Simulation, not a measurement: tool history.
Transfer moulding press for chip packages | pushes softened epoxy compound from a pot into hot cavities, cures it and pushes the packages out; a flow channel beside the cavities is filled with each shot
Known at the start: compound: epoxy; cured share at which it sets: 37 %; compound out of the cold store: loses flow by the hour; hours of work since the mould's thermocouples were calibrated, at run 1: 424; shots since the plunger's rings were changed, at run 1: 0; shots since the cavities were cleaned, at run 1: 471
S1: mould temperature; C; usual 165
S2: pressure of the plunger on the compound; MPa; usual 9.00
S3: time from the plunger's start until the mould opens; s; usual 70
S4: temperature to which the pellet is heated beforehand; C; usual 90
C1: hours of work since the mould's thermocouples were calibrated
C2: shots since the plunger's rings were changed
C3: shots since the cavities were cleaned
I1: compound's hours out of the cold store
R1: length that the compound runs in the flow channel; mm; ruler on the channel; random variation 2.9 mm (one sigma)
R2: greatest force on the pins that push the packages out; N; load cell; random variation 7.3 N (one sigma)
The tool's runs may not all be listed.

run,hour,S1,S2,S3,S4,C1,C2,C3,I1,R1,R2
1,0.0,165,9.00,70,90,424,0,471,41.6,525,552
# hour 8.7: cavities cleaned with cleaning compound and waxed
# hour 45.0: cavities cleaned with cleaning compound and waxed
2,72.7,165,9.00,70,90,469,1080,429,24.8,563,562
# hour 82.2: cavities cleaned with cleaning compound and waxed
# hour 118.3: cavities cleaned with cleaning compound and waxed
# hour 152.9: cavities cleaned with cleaning compound and waxed
3,178.1,165,9.00,70,90,534,2646,392,34.5,526,509
# hour 190.6: cavities cleaned with cleaning compound and waxed
# hour 228.6: cavities cleaned with cleaning compound and waxed
4,228.6,165,9.00,70,90,565,3381,0,31.2,532,302
# hour 267.3: cavities cleaned with cleaning compound and waxed
5,284.9,165,9.00,70,90,601,4231,272,30.7,528,488
# hour 306.6: cavities cleaned with cleaning compound and waxed
6,331.7,165,9.00,81,90,630,4934,389,33.9,508,482
# hour 340.5: cavities cleaned with cleaning compound and waxed
# hour 350.5: plunger's sealing rings changed
# hour 377.0: cavities cleaned with cleaning compound and waxed
7,406.4,165,9.00,70,90,675,842,455,45.4,501,541
# hour 416.0: cavities cleaned with cleaning compound and waxed
# hour 453.7: cavities cleaned with cleaning compound and waxed
8,453.7,165,9.00,70,86,704,1530,0,14.3,598,284
# hour 488.0: cavities cleaned with cleaning compound and waxed
# hour 504.2: cavities cleaned with cleaning compound and waxed, once more
9,514.9,165,9.00,70,86,742,2432,166,41.6,505,407
# hour 536.0: mould's thermocouples calibrated
# hour 543.2: cavities cleaned with cleaning compound and waxed
# hour 578.6: cavities cleaned with cleaning compound and waxed
10,593.5,165,9.00,70,90,35,3573,231,38.2,505,493
# hour 618.2: cavities cleaned with cleaning compound and waxed
# hour 656.0: cavities cleaned with cleaning compound and waxed
# hour 690.8: cavities cleaned with cleaning compound and waxed
# hour 700.1: plunger's sealing rings changed
11,701.4,157,9.00,70,90,101,21,125,35.4,546,638
# hour 727.9: cavities cleaned with cleaning compound and waxed
12,748.2,163,9.00,70,90,130,724,315,43.5,508,556
# hour 764.6: cavities cleaned with cleaning compound and waxed
# hour 800.7: cavities cleaned with cleaning compound and waxed
# hour 836.1: cavities cleaned with cleaning compound and waxed
13,836.1,163,10.10,66,90,185,2016,0,21.2,601,363
# hour 877.6: cavities cleaned with cleaning compound and waxed
14,885.6,163,10.10,66,90,216,2761,125,46.7,515,473
# hour 917.3: cavities cleaned with cleaning compound and waxed
# hour 954.0: cavities cleaned with cleaning compound and waxed
15,986.3,165,9.00,85,90,279,4275,500,43.3,484,516
# hour 995.8: cavities cleaned with cleaning compound and waxed
# hour 1030.0: cavities cleaned with cleaning compound and waxed
# hour 1042.6: plunger's sealing rings changed
16,1047.4,165,9.00,85,90,315,74,230,30.6,556,426
# hour 1068.7: cavities cleaned with cleaning compound and waxed
# hour 1108.4: cavities cleaned with cleaning compound and waxed
17,1130.9,158,7.69,85,90,368,1323,349,41.4,478,562
# hour 1146.6: cavities cleaned with cleaning compound and waxed
# hour 1184.6: cavities cleaned with cleaning compound and waxed
# hour 1221.2: cavities cleaned with cleaning compound and waxed
18,1221.2,158,7.72,51,96,423,2652,0,8.6,581,881
# hour 1259.1: cavities cleaned with cleaning compound and waxed
19,1263.8,158,7.72,51,87,450,3290,73,33.9,493,1001

Measured less the same run without the tool's hidden state. The same run-to-run variation is in both; the gauge's scatter may not be:
The hidden state here: true mould temperature over the reading, C; pressure that reaches the compound, % of what is set; grip of the stained cavities, % over clean ones'; drift of the gauge itself on flow_mm, %; drift of the gauge itself on push_out_n, %.
run,R1,R2
1,-2,+262
2,-8,+256
3,-19,+220
4,-24,+6
5,-29,+192
6,-33,+220
7,-8,+247
8,-14,-12
9,-17,+116
10,-23,+193
11,-3,+182
12,-6,+235
13,-19,+5
14,-21,+141
15,-29,+256
16,-2,+167
17,-10,+253
18,-21,+1
19,-23,+185
